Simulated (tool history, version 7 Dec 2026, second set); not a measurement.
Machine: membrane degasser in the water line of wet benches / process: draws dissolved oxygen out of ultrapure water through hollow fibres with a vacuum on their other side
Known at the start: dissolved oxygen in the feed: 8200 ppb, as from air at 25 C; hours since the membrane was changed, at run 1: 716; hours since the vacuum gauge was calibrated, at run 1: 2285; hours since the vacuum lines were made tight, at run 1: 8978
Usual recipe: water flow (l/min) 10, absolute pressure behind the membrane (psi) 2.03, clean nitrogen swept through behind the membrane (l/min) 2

| run | hour | water flow (l/min) | absolute pressure behind the membrane (psi) | clean nitrogen swept through behind the membrane (l/min) | hours since the membrane was changed | hours since the vacuum gauge was calibrated | hours since the vacuum lines were made tight | dissolved oxygen in the water behind the degasser (ppb) | pressure that the water loses in the fibres (psi) |
|---|---|---|---|---|---|---|---|---|---|
| 1 | 0 | 10 | 2.03 | 2 | 716 | 2285 | 8978 | 147.4 | 5.086 |
|  | 48.2 | seals of the vacuum lines changed |
| 2 | 48.2 | 10 | 2.03 | 0.89 | 762 | 2331 | 0 | 280.6 | 5.069 |
| 3 | 75.9 | 10 | 2.03 | 2 | 790 | 2358 | 28 | 135.5 | 5.089 |
| 4 | 101.5 | 10 | 4.54 | 2 | 815 | 2384 | 53 | 335 | 5.033 |
|  | 105.4 | vacuum gauge calibrated |
| 5 | 148.7 | 10 | 1.86 | 2 | 862 | 43 | 100 | 122.5 | 5.121 |
| 6 | 175.8 | 12 | 1.55 | 2.3 | 889 | 70 | 127 | 100.1 | 6.087 |
| 7 | 211.2 | 13 | 2.16 | 3.01 | 924 | 106 | 162 | 130 | 6.611 |
| 8 | 260.4 | 13 | 2.16 | 0.9 | 974 | 155 | 212 | 388.6 | 6.595 |
| 9 | 300.1 | 13 | 2.16 | 0.9 | 1013 | 195 | 251 | 391.2 | 6.633 |
| 10 | 325.6 | 10 | 1.51 | 1.42 | 1039 | 220 | 277 | 126.7 | 5.075 |

Consider 5 possible next runs. They are alternatives, not a sequence: every one starts from the tool as it was left by run 10. What does each give?
|  | 362 | vacuum gauge calibrated, once more |
| A | 377.3 | 10 | 1.93 | 1.39 | 1090 | 15 | 328 | ? | ? |
|  | 362 | vacuum gauge calibrated, once more |
| B | 377.3 | 10 | 2.03 | 1.78 | 1090 | 15 | 328 | ? | ? |
|  | 362 | vacuum gauge calibrated, once more |
| C | 377.3 | 8 | 3.1 | 5.89 | 1090 | 15 | 328 | ? | ? |
|  | 362 | vacuum gauge calibrated, once more |
| D | 377.3 | 10 | 2.03 | 1.07 | 1090 | 15 | 328 | ? | ? |
|  | 362 | vacuum gauge calibrated, once more |
| E | 377.3 | 10 | 2.8 | 1.84 | 1090 | 15 | 328 | ? | ? |

| run | dissolved oxygen in the water behind the degasser (ppb) | pressure that the water loses in the fibres (psi) |
|---|---|---|
| A | 173.8 | 5.095 |
| B | 149.1 | 5.12 |
| C | 63.3 | 4.064 |
| D | 237.4 | 5.072 |
| E | 214.6 | 5.098 |
Had the tool no hidden state, the same runs would have come out as:
| run | dissolved oxygen in the water behind the degasser (ppb) | pressure that the water loses in the fibres (psi) |
|---|---|---|
| A | 172.9 | 5.065 |
| B | 148.3 | 5.088 |
| C | 62.8 | 4.039 |
| D | 236.2 | 5.042 |
| E | 213.3 | 5.066 |
